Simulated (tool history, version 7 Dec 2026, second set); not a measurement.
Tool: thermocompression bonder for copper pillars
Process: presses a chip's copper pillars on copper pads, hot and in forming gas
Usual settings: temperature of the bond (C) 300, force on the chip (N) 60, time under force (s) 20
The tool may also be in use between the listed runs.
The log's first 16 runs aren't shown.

run    hour  temperature of the bond (C)  force on the chip (N)  time under force (s)  force that shears a chip off (N)
 17   418.7                          300                     54                    20                              99.8
 18   435.2                          300                     54                    20                              99.3
 19   457.6                          300                     60                    20                             104.4
 20   490.6                          300                     60                    20                             104.7
 21   520.8                          300                     60                    20                             103.3
 22     554                          300                     60                    20                             102.7
 23   589.4                          300                     67                    13                              96.8
 24   628.2                          300                     67                    13                              96.6
 25   658.8                          326                     65                    54                               134
 26   679.1                          300                     49                    17                              84.6
 27   700.6                          322                     82                    32                               132
 28   733.7                          323                     63                    32                               124
      737.9  -- force cell calibrated
      747.3  -- forming gas filter changed
 29   755.8                          305                     60                    47                             131.8
 30   790.3                          305                     60                    47                             131.8
 31   818.2                          279                     45                    47                                98
 32     843                          279                     45                    47                              96.3
      848.1  -- force cell calibrated, once more
 33   878.3                          279                     45                    47                              98.8
 34   905.4                          279                     45                    47                              98.4
 35   936.3                          293                     60                    17                              97.4
 36   957.7                          297                     39                    40                              98.4
 37   977.7                          326                     83                    40                             141.1
 38   996.3                          326                     44                    20                             106.5
 39    1029                          326                     44                    20                             105.6
 40  1060.2                          326                     44                    20                             104.3
 41  1088.4                          316                     44                    36                             112.6

3 ways to go on from here, each from the tool as it stands after run 41. What would each give?
  A  1108                          282                     46                    36                                 ?
  B  1108                          297                     66                    13                                 ?
  C  1108                          280                     68                    36                                 ?

run  force that shears a chip off (N)
  A                              91.2
  B                              94.7
  C                             109.2
Without the tool's hidden state the same runs would have given:
run  force that shears a chip off (N)
  A                                92
  B                              96.3
  C                             112.1
